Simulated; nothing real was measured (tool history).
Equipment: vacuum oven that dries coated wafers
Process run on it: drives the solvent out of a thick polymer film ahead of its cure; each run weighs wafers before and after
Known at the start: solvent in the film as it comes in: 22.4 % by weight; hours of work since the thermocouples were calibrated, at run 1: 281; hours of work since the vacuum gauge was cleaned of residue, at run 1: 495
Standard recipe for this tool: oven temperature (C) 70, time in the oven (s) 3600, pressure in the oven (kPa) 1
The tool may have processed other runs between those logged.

| run | hour | oven temperature (C) | time in the oven (s) | pressure in the oven (kPa) | hours of work since the thermocouples were calibrated | hours of work since the vacuum gauge was cleaned of residue | solvent left in the film (%) |
|---|---|---|---|---|---|---|---|
| 1 | 0 | 70 | 3600 | 1 | 281 | 495 | 2.32 |
| 2 | 54.3 | 70 | 3600 | 1 | 323 | 537 | 2.37 |
| 3 | 103.1 | 83 | 3600 | 1 | 360 | 574 | 0.52 |
| 4 | 135.1 | 75 | 3600 | 1 | 384 | 598 | 1.19 |
| 5 | 182.8 | 75 | 3600 | 1 | 420 | 634 | 1.15 |
| 6 | 222.7 | 70 | 3600 | 1 | 451 | 665 | 2.35 |
| 7 | 271.1 | 70 | 3600 | 3.28 | 487 | 701 | 4.27 |
| 8 | 301.2 | 70 | 3600 | 1 | 510 | 724 | 2.28 |
| 9 | 337.8 | 70 | 3600 | 1 | 538 | 752 | 2.34 |
| 10 | 376.4 | 70 | 4860 | 1 | 568 | 782 | 1.48 |
| 11 | 429.1 | 70 | 4860 | 1 | 608 | 822 | 1.45 |
| 12 | 477.2 | 70 | 4860 | 1 | 644 | 858 | 1.6 |
| 13 | 532.7 | 70 | 4860 | 1 | 686 | 900 | 1.48 |
| 14 | 556.2 | 70 | 4860 | 1 | 704 | 918 | 1.5 |
| 15 | 606.9 | 70 | 5580 | 0.58 | 743 | 957 | 0.86 |
| 16 | 651.8 | 78 | 3600 | 3.44 | 777 | 991 | 2.62 |
| 17 | 679.6 | 70 | 5280 | 0.53 | 798 | 1012 | 0.92 |
| 18 | 718.5 | 62 | 4140 | 1 | 828 | 1042 | 5.08 |
| 19 | 761.6 | 62 | 4140 | 1 | 860 | 1074 | 4.98 |
| 20 | 800.9 | 62 | 4140 | 1 | 890 | 1104 | 5.19 |
| 21 | 837.7 | 62 | 4140 | 1 | 918 | 1132 | 5.16 |
| 22 | 871.9 | 79 | 2040 | 0.62 | 944 | 1158 | 1.42 |
| 23 | 928.6 | 70 | 2520 | 1.47 | 987 | 1201 | 4.3 |
| 24 | 956.7 | 58 | 3600 | 1.49 | 1009 | 1223 | 8.9 |
| 25 | 997.4 | 80 | 3600 | 1.49 | 1040 | 1254 | 0.97 |
|  | 1011.3 | oven's thermocouples calibrated |
| 26 | 1041.9 | 70 | 3600 | 2.61 | 23 | 1286 | 3.86 |
| 27 | 1071 | 70 | 3600 | 2.61 | 45 | 1308 | 3.74 |
| 28 | 1105.8 | 70 | 3600 | 2.61 | 72 | 1335 | 3.98 |

Entry by entry between the runs, the difference in hidden state between the last listed run before and the first listed run after:
Logged between run 25 and run 26: oven's thermocouples calibrated (hour 1011.3)
  true wafer temperature over the reading, C: -0.04 -> 0

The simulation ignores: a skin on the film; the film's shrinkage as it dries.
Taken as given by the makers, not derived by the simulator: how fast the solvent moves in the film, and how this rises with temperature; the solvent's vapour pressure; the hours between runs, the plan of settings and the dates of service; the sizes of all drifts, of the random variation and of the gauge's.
